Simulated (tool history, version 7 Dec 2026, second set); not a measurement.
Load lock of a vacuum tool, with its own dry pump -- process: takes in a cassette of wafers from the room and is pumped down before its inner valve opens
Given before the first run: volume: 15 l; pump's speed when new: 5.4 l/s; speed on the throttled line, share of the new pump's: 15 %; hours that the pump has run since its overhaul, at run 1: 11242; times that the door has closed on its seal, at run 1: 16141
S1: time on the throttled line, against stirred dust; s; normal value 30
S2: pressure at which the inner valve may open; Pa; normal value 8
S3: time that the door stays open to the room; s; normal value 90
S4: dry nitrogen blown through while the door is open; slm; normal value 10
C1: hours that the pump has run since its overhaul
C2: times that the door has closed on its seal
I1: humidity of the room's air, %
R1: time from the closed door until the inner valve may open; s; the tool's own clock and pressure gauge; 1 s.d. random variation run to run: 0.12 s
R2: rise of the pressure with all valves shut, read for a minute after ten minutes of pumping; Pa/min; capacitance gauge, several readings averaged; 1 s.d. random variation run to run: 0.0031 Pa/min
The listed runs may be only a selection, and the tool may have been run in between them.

{"run": 1, "hour": 0.0, "S1": 30, "S2": 8, "S3": 90, "S4": 10, "C1": 11242, "C2": 16141, "I1": 46.8, "R1": 52.0, "R2": 0.058}
{"run": 2, "hour": 396.2, "S1": 30, "S2": 8, "S3": 90, "S4": 10, "C1": 11638, "C2": 16651, "I1": 46.8, "R1": 51.9, "R2": 0.056}
{"run": 3, "hour": 771.3, "S1": 30, "S2": 8, "S3": 90, "S4": 10, "C1": 12014, "C2": 17134, "I1": 44.3, "R1": 51.9, "R2": 0.056}
{"run": 4, "hour": 1165.5, "S1": 30, "S2": 8, "S3": 90, "S4": 10, "C1": 12408, "C2": 17642, "I1": 43.3, "R1": 51.8, "R2": 0.051}
{"run": 5, "hour": 1537.4, "S1": 30, "S2": 8, "S3": 90, "S4": 10, "C1": 12780, "C2": 18121, "I1": 45.5, "R1": 51.6, "R2": 0.055}
{"run": 6, "hour": 1786.4, "S1": 30, "S2": 8, "S3": 90, "S4": 10, "C1": 13029, "C2": 18442, "I1": 45.1, "R1": 51.7, "R2": 0.058}
{"run": 7, "hour": 2123.0, "S1": 30, "S2": 8, "S3": 90, "S4": 10, "C1": 13365, "C2": 18876, "I1": 45.3, "R1": 52.0, "R2": 0.056}
{"run": 8, "hour": 2472.6, "S1": 30, "S2": 8, "S3": 90, "S4": 10, "C1": 13715, "C2": 19326, "I1": 44.0, "R1": 51.9, "R2": 0.054}
{"run": 9, "hour": 2898.2, "S1": 30, "S2": 8, "S3": 90, "S4": 10, "C1": 14140, "C2": 19874, "I1": 43.2, "R1": 51.8, "R2": 0.052}
{"run": 10, "hour": 3151.8, "S1": 30, "S2": 8, "S3": 90, "S4": 14, "C1": 14394, "C2": 20201, "I1": 47.6, "R1": 51.9, "R2": 0.057}
{"run": 11, "hour": 3391.8, "S1": 30, "S2": 9, "S3": 90, "S4": 10, "C1": 14634, "C2": 20510, "I1": 47.1, "R1": 51.5, "R2": 0.056}
{"run": 12, "hour": 3853.5, "S1": 30, "S2": 8, "S3": 90, "S4": 10, "C1": 15096, "C2": 21105, "I1": 45.8, "R1": 52.0, "R2": 0.057}
{"run": 13, "hour": 4071.5, "S1": 23, "S2": 8, "S3": 90, "S4": 10, "C1": 15314, "C2": 21385, "I1": 43.1, "R1": 45.9, "R2": 0.056}
{"run": 14, "hour": 4452.0, "S1": 23, "S2": 8, "S3": 90, "S4": 10, "C1": 15694, "C2": 21875, "I1": 47.4, "R1": 46.0, "R2": 0.055}
{"run": 15, "hour": 4857.4, "S1": 23, "S2": 8, "S3": 90, "S4": 10, "C1": 16100, "C2": 22398, "I1": 48.1, "R1": 45.8, "R2": 0.056}
{"run": 16, "hour": 5167.3, "S1": 23, "S2": 8, "S3": 90, "S4": 10, "C1": 16410, "C2": 22797, "I1": 44.1, "R1": 46.0, "R2": 0.049}
{"run": 17, "hour": 5462.3, "S1": 30, "S2": 8, "S3": 90, "S4": 10, "C1": 16705, "C2": 23177, "I1": 47.1, "R1": 52.0, "R2": 0.06}
{"run": 18, "hour": 5676.7, "S1": 30, "S2": 8, "S3": 90, "S4": 10, "C1": 16919, "C2": 23453, "I1": 45.3, "R1": 51.7, "R2": 0.057}
{"run": 19, "hour": 5982.5, "S1": 22, "S2": 8, "S3": 90, "S4": 10, "C1": 17225, "C2": 23847, "I1": 43.7, "R1": 45.2, "R2": 0.057}
{"run": 20, "hour": 6354.0, "S1": 30, "S2": 8, "S3": 232, "S4": 20, "C1": 17596, "C2": 24326, "I1": 42.9, "R1": 51.8, "R2": 0.068}
{"run": 21, "hour": 6790.1, "S1": 30, "S2": 8, "S3": 57, "S4": 20, "C1": 18032, "C2": 24887, "I1": 47.8, "R1": 51.8, "R2": 0.038}
{"run": 22, "hour": 7240.2, "S1": 30, "S2": 8, "S3": 57, "S4": 20, "C1": 18482, "C2": 25467, "I1": 45.8, "R1": 51.9, "R2": 0.035}
{"run": 23, "hour": 7545.6, "S1": 30, "S2": 8, "S3": 157, "S4": 36, "C1": 18788, "C2": 25860, "I1": 46.0, "R1": 51.7, "R2": 0.048}
{"run": 24, "hour": 7847.5, "S1": 30, "S2": 7, "S3": 90, "S4": 10, "C1": 19090, "C2": 26249, "I1": 45.1, "R1": 52.1, "R2": 0.062}
{"run": 25, "hour": 8107.9, "S1": 30, "S2": 7, "S3": 90, "S4": 10, "C1": 19350, "C2": 26585, "I1": 46.7, "R1": 52.2, "R2": 0.056}
{"run": 26, "hour": 8442.2, "S1": 30, "S2": 7, "S3": 90, "S4": 15, "C1": 19684, "C2": 27015, "I1": 45.9, "R1": 52.2, "R2": 0.054}
{"run": 27, "hour": 8903.8, "S1": 41, "S2": 10, "S3": 60, "S4": 16, "C1": 20146, "C2": 27610, "I1": 46.1, "R1": 60.4, "R2": 0.04}
{"run": 28, "hour": 9117.9, "S1": 41, "S2": 10, "S3": 60, "S4": 16, "C1": 20360, "C2": 27886, "I1": 47.4, "R1": 60.5, "R2": 0.04}
{"run": 29, "hour": 9484.3, "S1": 41, "S2": 10, "S3": 60, "S4": 16, "C1": 20727, "C2": 28358, "I1": 46.0, "R1": 60.7, "R2": 0.047}
{"run": 30, "hour": 9793.6, "S1": 23, "S2": 13, "S3": 156, "S4": 7, "C1": 21036, "C2": 28756, "I1": 43.4, "R1": 44.4, "R2": 0.069}
{"run": 31, "hour": 10265.8, "S1": 23, "S2": 13, "S3": 156, "S4": 7, "C1": 21508, "C2": 29364, "I1": 40.8, "R1": 44.5, "R2": 0.069}
{"run": 32, "hour": 10503.3, "S1": 22, "S2": 11, "S3": 102, "S4": 6, "C1": 21746, "C2": 29670, "I1": 42.0, "R1": 43.9, "R2": 0.066}
{"run": 33, "hour": 10731.3, "S1": 19, "S2": 15, "S3": 52, "S4": 10, "C1": 21974, "C2": 29964, "I1": 43.9, "R1": 40.6, "R2": 0.047}
{"run": 34, "hour": 11025.2, "S1": 47, "S2": 8, "S3": 215, "S4": 7, "C1": 22267, "C2": 30343, "I1": 43.3, "R1": 66.4, "R2": 0.092}

For run 35, what comes out?
{"run": 35, "hour": 11294.4, "S1": 21, "S2": 8, "S3": 90, "S4": 6, "C1": 22537, "C2": 30689, "I1": 46.9, "R1": "?", "R2": "?"}

{"run 35": {"R1": 44.2, "R2": 0.062}}
If the tool had no hidden condition, the same run with the same run-to-run variation would have returned R1 44.2 s, R2 0.062 Pa/min.
